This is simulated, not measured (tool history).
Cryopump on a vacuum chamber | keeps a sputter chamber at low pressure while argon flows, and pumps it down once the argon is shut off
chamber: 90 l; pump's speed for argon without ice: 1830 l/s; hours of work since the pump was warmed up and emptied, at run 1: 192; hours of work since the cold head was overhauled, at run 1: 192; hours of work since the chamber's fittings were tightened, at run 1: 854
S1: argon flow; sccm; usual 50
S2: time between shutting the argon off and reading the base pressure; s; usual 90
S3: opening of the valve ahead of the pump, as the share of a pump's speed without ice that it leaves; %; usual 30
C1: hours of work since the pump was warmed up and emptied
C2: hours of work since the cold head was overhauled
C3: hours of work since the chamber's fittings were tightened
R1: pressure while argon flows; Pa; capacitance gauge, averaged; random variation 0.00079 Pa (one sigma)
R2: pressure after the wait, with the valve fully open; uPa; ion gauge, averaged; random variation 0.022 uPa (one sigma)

{"run": 1, "hour": 0.0, "S1": 50, "S2": 90, "S3": 30, "C1": 192, "C2": 192, "C3": 854, "R1": 0.1574, "R2": 1.27}
{"run": 2, "hour": 11.9, "S1": 50, "S2": 90, "S3": 30, "C1": 199, "C2": 199, "C3": 861, "R1": 0.1571, "R2": 1.3}
{"run": 3, "hour": 33.6, "S1": 40, "S2": 90, "S3": 30, "C1": 211, "C2": 211, "C3": 873, "R1": 0.126, "R2": 1.3}
{"run": 4, "hour": 44.8, "S1": 50, "S2": 90, "S3": 33, "C1": 218, "C2": 218, "C3": 880, "R1": 0.1435, "R2": 1.33}
{"run": 5, "hour": 65.9, "S1": 50, "S2": 90, "S3": 33, "C1": 230, "C2": 230, "C3": 892, "R1": 0.1448, "R2": 1.3}
{"run": 6, "hour": 80.3, "S1": 50, "S2": 74, "S3": 30, "C1": 238, "C2": 238, "C3": 900, "R1": 0.1583, "R2": 1.46}
{"run": 7, "hour": 101.8, "S1": 50, "S2": 74, "S3": 30, "C1": 251, "C2": 251, "C3": 913, "R1": 0.1578, "R2": 1.44}
{"run": 8, "hour": 118.9, "S1": 50, "S2": 74, "S3": 30, "C1": 261, "C2": 261, "C3": 923, "R1": 0.159, "R2": 1.41}
{"run": 9, "hour": 137.7, "S1": 50, "S2": 74, "S3": 30, "C1": 272, "C2": 272, "C3": 934, "R1": 0.1597, "R2": 1.5}
{"run": 10, "hour": 154.0, "S1": 50, "S2": 74, "S3": 30, "C1": 281, "C2": 281, "C3": 943, "R1": 0.1602, "R2": 1.49}
{"run": 11, "hour": 167.1, "S1": 50, "S2": 74, "S3": 58, "C1": 289, "C2": 289, "C3": 951, "R1": 0.0845, "R2": 1.47}
{"run": 12, "hour": 187.6, "S1": 50, "S2": 74, "S3": 58, "C1": 300, "C2": 300, "C3": 962, "R1": 0.0857, "R2": 1.46}
{"run": 13, "hour": 201.0, "S1": 50, "S2": 91, "S3": 30, "C1": 308, "C2": 308, "C3": 970, "R1": 0.1592, "R2": 1.41}
{"run": 14, "hour": 221.6, "S1": 50, "S2": 90, "S3": 30, "C1": 320, "C2": 320, "C3": 982, "R1": 0.1603, "R2": 1.44}
{"run": 15, "hour": 240.6, "S1": 50, "S2": 90, "S3": 30, "C1": 331, "C2": 331, "C3": 993, "R1": 0.1588, "R2": 1.43}
{"run": 16, "hour": 258.2, "S1": 50, "S2": 90, "S3": 30, "C1": 341, "C2": 341, "C3": 1003, "R1": 0.1613, "R2": 1.46}
{"run": 17, "hour": 279.4, "S1": 50, "S2": 90, "S3": 30, "C1": 354, "C2": 354, "C3": 1016, "R1": 0.1606, "R2": 1.49}
{"run": 18, "hour": 291.6, "S1": 50, "S2": 90, "S3": 30, "C1": 361, "C2": 361, "C3": 1023, "R1": 0.1611, "R2": 1.46}
{"run": 19, "hour": 303.6, "S1": 50, "S2": 90, "S3": 52, "C1": 368, "C2": 368, "C3": 1030, "R1": 0.0954, "R2": 1.47}
{"run": 20, "hour": 323.1, "S1": 50, "S2": 90, "S3": 52, "C1": 379, "C2": 379, "C3": 1041, "R1": 0.097, "R2": 1.47}
{"run": 21, "hour": 336.2, "S1": 85, "S2": 240, "S3": 44, "C1": 387, "C2": 387, "C3": 1049, "R1": 0.1908, "R2": 1.28}
{"run": 22, "hour": 355.3, "S1": 27, "S2": 240, "S3": 19, "C1": 398, "C2": 398, "C3": 1060, "R1": 0.1342, "R2": 1.28}
{"run": 23, "hour": 372.0, "S1": 41, "S2": 114, "S3": 25, "C1": 407, "C2": 407, "C3": 1069, "R1": 0.1576, "R2": 1.41}

Forecast run 24:
{"run": 24, "hour": 387.7, "S1": 26, "S2": 50, "S3": 20, "C1": 416, "C2": 416, "C3": 1078, "R1": "?", "R2": "?"}

R1: 0.1249 Pa
R2: 1.81 uPa
Without the tool's hidden state the same run would have given R1 0.1209 Pa, R2 0.83 uPa.
